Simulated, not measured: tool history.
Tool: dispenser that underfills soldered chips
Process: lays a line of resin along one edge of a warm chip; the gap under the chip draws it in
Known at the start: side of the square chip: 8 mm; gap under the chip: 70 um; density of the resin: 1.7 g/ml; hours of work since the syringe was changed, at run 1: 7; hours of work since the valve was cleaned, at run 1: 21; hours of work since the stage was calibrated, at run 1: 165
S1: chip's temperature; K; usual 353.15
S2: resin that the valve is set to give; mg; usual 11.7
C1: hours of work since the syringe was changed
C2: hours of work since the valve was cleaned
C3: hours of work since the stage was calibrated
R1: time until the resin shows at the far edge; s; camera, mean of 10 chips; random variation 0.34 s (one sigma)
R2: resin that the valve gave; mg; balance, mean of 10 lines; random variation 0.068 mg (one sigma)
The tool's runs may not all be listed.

| run | day | S1 | S2 | C1 | C2 | C3 | R1 | R2 |
|---|---|---|---|---|---|---|---|---|
| 1 | 0.000 | 353.15 | 11.7 | 7 | 21 | 165 | 28.2 | 11.54 |
|  | 0.250 | new syringe of resin |
| 2 | 0.250 | 353.15 | 10.3 | 0 | 25 | 169 | 16.1 | 10.15 |
| 3 | 0.671 | 355.15 | 11.7 | 7 | 32 | 176 | 27.0 | 11.31 |
|  | 0.917 | new syringe of resin |
| 4 | 1.133 | 355.15 | 11.7 | 3 | 39 | 183 | 20.3 | 11.36 |
| 5 | 1.338 | 353.15 | 11.7 | 7 | 42 | 186 | 28.2 | 11.44 |
|  | 1.604 | new syringe of resin |
| 6 | 1.775 | 353.15 | 11.7 | 3 | 48 | 192 | 20.5 | 11.35 |
| 7 | 2.183 | 344.15 | 11.7 | 9 | 55 | 199 | 46.8 | 11.38 |
|  | 2.267 | new syringe of resin |
| 8 | 2.404 | 341.15 | 11.7 | 2 | 58 | 202 | 28.3 | 11.35 |
| 9 | 2.662 | 341.15 | 11.7 | 6 | 62 | 206 | 40.5 | 11.35 |
|  | 2.921 | new syringe of resin |
| 10 | 2.921 | 341.15 | 11.7 | 0 | 66 | 210 | 23.5 | 11.38 |
| 11 | 3.329 | 341.15 | 11.7 | 6 | 72 | 216 | 40.3 | 11.21 |
| 12 | 3.558 | 341.15 | 11.7 | 10 | 76 | 220 | 53.9 | 11.34 |
|  | 3.604 | new syringe of resin |
| 13 | 3.888 | 341.15 | 11.7 | 4 | 81 | 225 | 34.3 | 11.14 |
|  | 3.971 | dispensing valve cleaned and set on the balance |
|  | 4.321 | new syringe of resin |
| 14 | 4.346 | 341.15 | 14.4 | 0 | 6 | 231 | 23.7 | 14.31 |
| 15 | 4.688 | 356.15 | 14.4 | 6 | 11 | 236 | 22.4 | 14.34 |
|  | 4.988 | new syringe of resin |
| 16 | 5.179 | 356.15 | 14.4 | 3 | 18 | 244 | 18.5 | 14.14 |
| 17 | 5.412 | 356.15 | 14.4 | 7 | 22 | 247 | 24.7 | 14.23 |
|  | 5.642 | new syringe of resin |
| 18 | 5.642 | 356.15 | 14.4 | 0 | 25 | 251 | 13.7 | 14.28 |
| 19 | 5.904 | 366.15 | 12.7 | 4 | 29 | 255 | 14.9 | 12.66 |
|  | 6.329 | new syringe of resin |
| 20 | 6.338 | 366.15 | 12.7 | 0 | 36 | 261 | 10.8 | 12.56 |
| 21 | 6.750 | 348.15 | 11.6 | 7 | 42 | 268 | 32.5 | 11.39 |
|  | 6.988 | new syringe of resin |
| 22 | 7.150 | 363.15 | 11.2 | 3 | 48 | 274 | 14.5 | 10.89 |
| 23 | 7.612 | 363.15 | 11.2 | 10 | 56 | 281 | 27.3 | 10.98 |
|  | 7.658 | new syringe of resin |
| 24 | 7.954 | 361.15 | 13.2 | 5 | 61 | 286 | 17.9 | 12.78 |

Run 25 comes next. What will it give?
|  | 8.321 | new syringe of resin |
| 25 | 8.358 | 361.15 | 13.2 | 1 | 67 | 292 | ? | ? |

R1: 13.5 s
R2: 12.69 mg
Without the tool's hidden state the same run would have given R1 13.5 s, R2 13.15 mg.

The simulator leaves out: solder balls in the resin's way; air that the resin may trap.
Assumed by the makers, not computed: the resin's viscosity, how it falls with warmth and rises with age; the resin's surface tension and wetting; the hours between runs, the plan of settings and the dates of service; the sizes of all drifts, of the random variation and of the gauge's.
